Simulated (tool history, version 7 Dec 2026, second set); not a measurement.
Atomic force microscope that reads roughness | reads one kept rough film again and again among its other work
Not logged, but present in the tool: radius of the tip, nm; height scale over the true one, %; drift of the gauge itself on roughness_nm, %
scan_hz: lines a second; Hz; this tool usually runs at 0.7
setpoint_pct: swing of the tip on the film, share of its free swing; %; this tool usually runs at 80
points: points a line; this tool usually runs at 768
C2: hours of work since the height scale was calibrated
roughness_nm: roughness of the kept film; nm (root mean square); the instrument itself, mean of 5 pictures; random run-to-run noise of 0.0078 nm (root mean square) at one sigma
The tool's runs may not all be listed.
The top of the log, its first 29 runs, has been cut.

-- hour=1315.4 new tip fitted
run 30 hour=1327.4 | scan_hz=0.7 setpoint_pct=85 points=257 | pictures_with_this_tip=22 C2=677 | roughness_nm=2.057
-- hour=1377.9 new tip fitted
run 31 hour=1377.9 | scan_hz=1.199 setpoint_pct=80 points=643 | pictures_with_this_tip=0 C2=711 | roughness_nm=2.064
run 32 hour=1417.9 | scan_hz=1.199 setpoint_pct=80 points=643 | pictures_with_this_tip=74 C2=738 | roughness_nm=2.034
-- hour=1444.7 new tip fitted
run 33 hour=1484.7 | scan_hz=1.417 setpoint_pct=80 points=590 | pictures_with_this_tip=73 C2=783 | roughness_nm=2.001
-- hour=1510.5 new tip fitted
run 34 hour=1535.6 | scan_hz=1.417 setpoint_pct=80 points=422 | pictures_with_this_tip=46 C2=818 | roughness_nm=2.043
-- hour=1575 new tip fitted
run 35 hour=1601.5 | scan_hz=2.651 setpoint_pct=76 points=690 | pictures_with_this_tip=49 C2=863 | roughness_nm=1.998
run 36 hour=1635.1 | scan_hz=1.988 setpoint_pct=61 points=712 | pictures_with_this_tip=110 C2=886 | roughness_nm=2.061
-- hour=1638.7 new tip fitted
run 37 hour=1696 | scan_hz=0.7 setpoint_pct=70 points=333 | pictures_with_this_tip=105 C2=927 | roughness_nm=2.072
-- hour=1704.8 new tip fitted
run 38 hour=1730.2 | scan_hz=0.7 setpoint_pct=70 points=333 | pictures_with_this_tip=46 C2=950 | roughness_nm=2.088
-- hour=1770.5 new tip fitted
run 39 hour=1786 | scan_hz=1.537 setpoint_pct=60 points=547 | pictures_with_this_tip=29 C2=988 | roughness_nm=2.093
run 40 hour=1813 | scan_hz=2.781 setpoint_pct=60 points=265 | pictures_with_this_tip=78 C2=1006 | roughness_nm=2.053
-- hour=1834 new tip fitted
run 41 hour=1870.5 | scan_hz=2.781 setpoint_pct=60 points=265 | pictures_with_this_tip=67 C2=1045 | roughness_nm=2.044
-- hour=1901.9 new tip fitted
run 42 hour=1912.8 | scan_hz=0.7 setpoint_pct=56 points=768 | pictures_with_this_tip=20 C2=1074 | roughness_nm=2.128
run 43 hour=1946.6 | scan_hz=0.526 setpoint_pct=61 points=768 | pictures_with_this_tip=82 C2=1097 | roughness_nm=2.09

Predict each of these 3 candidate next runs independently; none follows another, all start after run 43:
-- hour=1966.8 new tip fitted
run A hour=1990.8 | scan_hz=0.7 setpoint_pct=81 points=768 | pictures_with_this_tip=44 C2=1127 | roughness_nm=?
-- hour=1966.8 new tip fitted
run B hour=1990.8 | scan_hz=0.862 setpoint_pct=80 points=768 | pictures_with_this_tip=44 C2=1127 | roughness_nm=?
-- hour=1966.8 new tip fitted
run C hour=1990.8 | scan_hz=0.526 setpoint_pct=56 points=768 | pictures_with_this_tip=44 C2=1127 | roughness_nm=?

run=A roughness_nm=2.051
run=B roughness_nm=2.061
run=C roughness_nm=2.12
With no hidden state in the tool, these same runs would have given:
run=A roughness_nm=2.074
run=B roughness_nm=2.083
run=C roughness_nm=2.143
